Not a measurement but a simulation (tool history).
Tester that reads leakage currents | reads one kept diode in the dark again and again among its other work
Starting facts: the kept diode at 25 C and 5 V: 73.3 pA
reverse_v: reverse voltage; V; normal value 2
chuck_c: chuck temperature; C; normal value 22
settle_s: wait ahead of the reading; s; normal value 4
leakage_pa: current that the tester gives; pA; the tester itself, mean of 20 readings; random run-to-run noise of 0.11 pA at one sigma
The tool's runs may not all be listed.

run 1 hour=0 | reverse_v=2 chuck_c=22 settle_s=4 | leakage_pa=34.44
run 2 hour=61 | reverse_v=2 chuck_c=22 settle_s=4 | leakage_pa=34.35
run 3 hour=114.4 | reverse_v=2 chuck_c=22 settle_s=4 | leakage_pa=34.45
run 4 hour=149.6 | reverse_v=2 chuck_c=22 settle_s=4 | leakage_pa=34.25
run 5 hour=199.3 | reverse_v=2 chuck_c=22 settle_s=1.71 | leakage_pa=34.35
run 6 hour=262.9 | reverse_v=2 chuck_c=24 settle_s=4 | leakage_pa=40.1
run 7 hour=333.4 | reverse_v=2.14 chuck_c=22 settle_s=4 | leakage_pa=35.82
-- hour=364.9 probe card cleaned and baked
run 8 hour=378.7 | reverse_v=2.22 chuck_c=22 settle_s=4 | leakage_pa=36.45
run 9 hour=448.9 | reverse_v=2.22 chuck_c=22 settle_s=4 | leakage_pa=36.53
run 10 hour=485.5 | reverse_v=2.22 chuck_c=29 settle_s=2.16 | leakage_pa=61.89
run 11 hour=526.2 | reverse_v=1.29 chuck_c=29 settle_s=1.38 | leakage_pa=44.98
run 12 hour=556.1 | reverse_v=1.29 chuck_c=29 settle_s=1.38 | leakage_pa=44.87
run 13 hour=587.6 | reverse_v=3.74 chuck_c=36 settle_s=4 | leakage_pa=137.97
run 14 hour=639.8 | reverse_v=10.43 chuck_c=33 settle_s=4 | leakage_pa=203.47
run 15 hour=677.4 | reverse_v=1.42 chuck_c=22 settle_s=0.57 | leakage_pa=28.38

What if the next run were any one of these 4? Each begins from the tool's condition after run 15:
-- hour=717.4 chuck's temperature calibrated
run A hour=752.2 | reverse_v=2 chuck_c=22 settle_s=0.55 | leakage_pa=?
-- hour=717.4 chuck's temperature calibrated
run B hour=752.2 | reverse_v=8.63 chuck_c=50 settle_s=1.19 | leakage_pa=?
-- hour=717.4 chuck's temperature calibrated
run C hour=752.2 | reverse_v=1.42 chuck_c=46 settle_s=0.57 | leakage_pa=?
-- hour=717.4 chuck's temperature calibrated
run D hour=752.2 | reverse_v=4.48 chuck_c=28 settle_s=9.3 | leakage_pa=?

run=A leakage_pa=34.55
run=B leakage_pa=572.15
run=C leakage_pa=155.66
run=D leakage_pa=85.95
The same runs, with their run-to-run variation unchanged, on a tool lacking any hidden condition would have given:
run=A leakage_pa=34.55
run=B leakage_pa=572.1
run=C leakage_pa=155.65
run=D leakage_pa=85.93
